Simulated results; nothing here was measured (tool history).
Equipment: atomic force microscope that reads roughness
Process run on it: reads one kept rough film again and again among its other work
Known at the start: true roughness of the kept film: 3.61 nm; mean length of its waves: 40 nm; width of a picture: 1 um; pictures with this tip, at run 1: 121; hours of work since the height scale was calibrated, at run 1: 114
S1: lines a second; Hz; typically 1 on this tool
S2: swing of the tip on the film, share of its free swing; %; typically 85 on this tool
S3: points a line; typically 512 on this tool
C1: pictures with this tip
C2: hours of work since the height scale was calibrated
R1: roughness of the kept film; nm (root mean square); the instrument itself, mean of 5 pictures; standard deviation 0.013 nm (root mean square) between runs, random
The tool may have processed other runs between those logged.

run 1 day=0 | S1=1 S2=85 S3=512 | C1=121 C2=114 | R1=2.824
run 2 day=0.65 | S1=1 S2=85 S3=512 | C1=144 C2=123 | R1=2.805
-- day=1.888 new tip fitted
run 3 day=1.888 | S1=1 S2=85 S3=512 | C1=0 C2=139 | R1=3.08
run 4 day=2.75 | S1=0.93 S2=85 S3=512 | C1=31 C2=151 | R1=3.041
run 5 day=3.629 | S1=0.93 S2=85 S3=512 | C1=63 C2=163 | R1=3.011
run 6 day=4.871 | S1=0.93 S2=71 S3=512 | C1=107 C2=179 | R1=3.053
run 7 day=6.262 | S1=1 S2=85 S3=512 | C1=157 C2=198 | R1=2.778
run 8 day=6.925 | S1=1 S2=85 S3=512 | C1=181 C2=207 | R1=2.737
-- day=7.188 new tip fitted
run 9 day=7.8 | S1=1 S2=88 S3=512 | C1=23 C2=218 | R1=2.985
run 10 day=8.517 | S1=1 S2=85 S3=550 | C1=48 C2=228 | R1=2.985
run 11 day=9.717 | S1=1 S2=85 S3=512 | C1=91 C2=244 | R1=2.931
run 12 day=10.429 | S1=1.04 S2=85 S3=512 | C1=117 C2=253 | R1=2.863
run 13 day=11.542 | S1=1.04 S2=85 S3=512 | C1=157 C2=268 | R1=2.782
-- day=12.454 new tip fitted
run 14 day=12.454 | S1=1 S2=85 S3=512 | C1=0 C2=280 | R1=3.05
run 15 day=13.821 | S1=1 S2=86 S3=512 | C1=49 C2=298 | R1=2.968
run 16 day=14.946 | S1=1 S2=86 S3=512 | C1=89 C2=313 | R1=2.886
-- day=15.083 height scale calibrated on a step standard
run 17 day=15.992 | S1=1 S2=86 S3=512 | C1=125 C2=12 | R1=2.803
run 18 day=16.892 | S1=1 S2=85 S3=613 | C1=158 C2=24 | R1=2.795
-- day=17.762 new tip fitted
run 19 day=18.138 | S1=1 S2=63 S3=512 | C1=14 C2=41 | R1=3.258
run 20 day=19.658 | S1=1 S2=85 S3=512 | C1=68 C2=61 | R1=2.922
run 21 day=21.15 | S1=0.69 S2=79 S3=429 | C1=122 C2=81 | R1=2.992
run 22 day=21.771 | S1=1.37 S2=74 S3=441 | C1=144 C2=89 | R1=2.848
run 23 day=22.454 | S1=1.37 S2=74 S3=441 | C1=169 C2=98 | R1=2.808
-- day=23.125 new tip fitted
run 24 day=23.783 | S1=0.79 S2=68 S3=655 | C1=24 C2=116 | R1=3.247
-- day=24.208 height scale calibrated on a step standard, once more
run 25 day=24.925 | S1=3.43 S2=59 S3=264 | C1=63 C2=10 | R1=3.021
run 26 day=25.771 | S1=1.46 S2=65 S3=346 | C1=94 C2=21 | R1=3.047
run 27 day=26.425 | S1=1.46 S2=65 S3=346 | C1=117 C2=30 | R1=3.032
run 28 day=27.629 | S1=1 S2=65 S3=512 | C1=160 C2=46 | R1=2.987
-- day=28.454 new tip fitted
run 29 day=28.925 | S1=1 S2=85 S3=860 | C1=17 C2=63 | R1=3.059
run 30 day=29.542 | S1=2.67 S2=85 S3=327 | C1=39 C2=71 | R1=2.526
run 31 day=30.992 | S1=1.28 S2=66 S3=258 | C1=91 C2=90 | R1=3.052
run 32 day=31.725 | S1=1.28 S2=66 S3=258 | C1=118 C2=100 | R1=3.006
run 33 day=32.638 | S1=1.02 S2=72 S3=269 | C1=150 C2=112 | R1=2.936
-- day=33.758 new tip fitted
run 34 day=33.933 | S1=3.35 S2=85 S3=912 | C1=6 C2=129 | R1=2.441
run 35 day=34.667 | S1=3.35 S2=85 S3=912 | C1=32 C2=139 | R1=2.428
run 36 day=36.079 | S1=0.9 S2=85 S3=368 | C1=83 C2=158 | R1=2.942
run 37 day=37.067 | S1=0.9 S2=85 S3=368 | C1=119 C2=171 | R1=2.866
run 38 day=38.438 | S1=0.57 S2=85 S3=492 | C1=168 C2=190 | R1=2.901
-- day=39.017 new tip fitted
run 39 day=39.212 | S1=0.64 S2=68 S3=889 | C1=7 C2=200 | R1=3.319
run 40 day=40.317 | S1=0.64 S2=68 S3=889 | C1=47 C2=214 | R1=3.232

Predict each of these 3 candidate next runs independently; none follows another, all start after run 40:
run A day=41.521 | S1=0.96 S2=84 S3=518 | C1=90 C2=231 | R1=?
run B day=41.521 | S1=0.64 S2=68 S3=978 | C1=90 C2=231 | R1=?
run C day=41.521 | S1=0.5 S2=85 S3=947 | C1=90 C2=231 | R1=?

run=A R1=2.93
run=B R1=3.137
run=C R1=3.064
What these runs would have given with no unlogged condition in the tool:
run=A R1=3.113
run=B R1=3.333
run=C R1=3.256
